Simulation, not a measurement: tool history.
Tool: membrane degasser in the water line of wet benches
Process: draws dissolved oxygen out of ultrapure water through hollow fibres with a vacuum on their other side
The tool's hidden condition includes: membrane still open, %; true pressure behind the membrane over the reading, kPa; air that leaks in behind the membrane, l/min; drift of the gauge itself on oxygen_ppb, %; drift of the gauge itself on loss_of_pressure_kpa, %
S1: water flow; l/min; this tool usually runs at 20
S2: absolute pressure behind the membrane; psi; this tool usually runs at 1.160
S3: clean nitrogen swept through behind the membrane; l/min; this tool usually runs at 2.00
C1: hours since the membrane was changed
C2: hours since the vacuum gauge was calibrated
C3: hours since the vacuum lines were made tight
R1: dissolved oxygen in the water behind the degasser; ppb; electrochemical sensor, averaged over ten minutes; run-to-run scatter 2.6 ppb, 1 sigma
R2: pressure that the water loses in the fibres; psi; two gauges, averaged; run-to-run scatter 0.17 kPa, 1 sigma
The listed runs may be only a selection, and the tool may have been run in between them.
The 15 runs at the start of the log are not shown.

run,hour,S1,S2,S3,C1,C2,C3,R1,R2
16,835.1,12,1.160,2.00,1001,3390,8112,111.7,2.395
17,873.0,12,1.160,2.00,1039,3427,8150,111.2,2.373
18,925.8,12,1.160,2.00,1091,3480,8203,112.9,2.374
19,962.5,12,1.160,2.00,1128,3517,8239,113.0,2.371
20,1026.2,17,0.915,4.45,1192,3581,8303,132.8,3.301
21,1083.5,17,2.228,4.45,1249,3638,8360,216.1,3.379
# hour 1139.1: seals of the vacuum lines changed
22,1152.0,17,2.228,4.45,1316,3704,13,214.8,3.387
23,1206.2,28,0.854,4.45,1370,3759,67,342.9,5.551
24,1241.4,28,0.854,4.45,1405,3794,102,341.7,5.501

Forecast run 25:
25,1291.0,14,1.326,3.04,1455,3844,152,?,?

{"run 25": {"R1": 128.8, "R2": 2.782}}
Without the tool's hidden state the same run would have given R1 124.2 ppb, R2 2.767 psi.
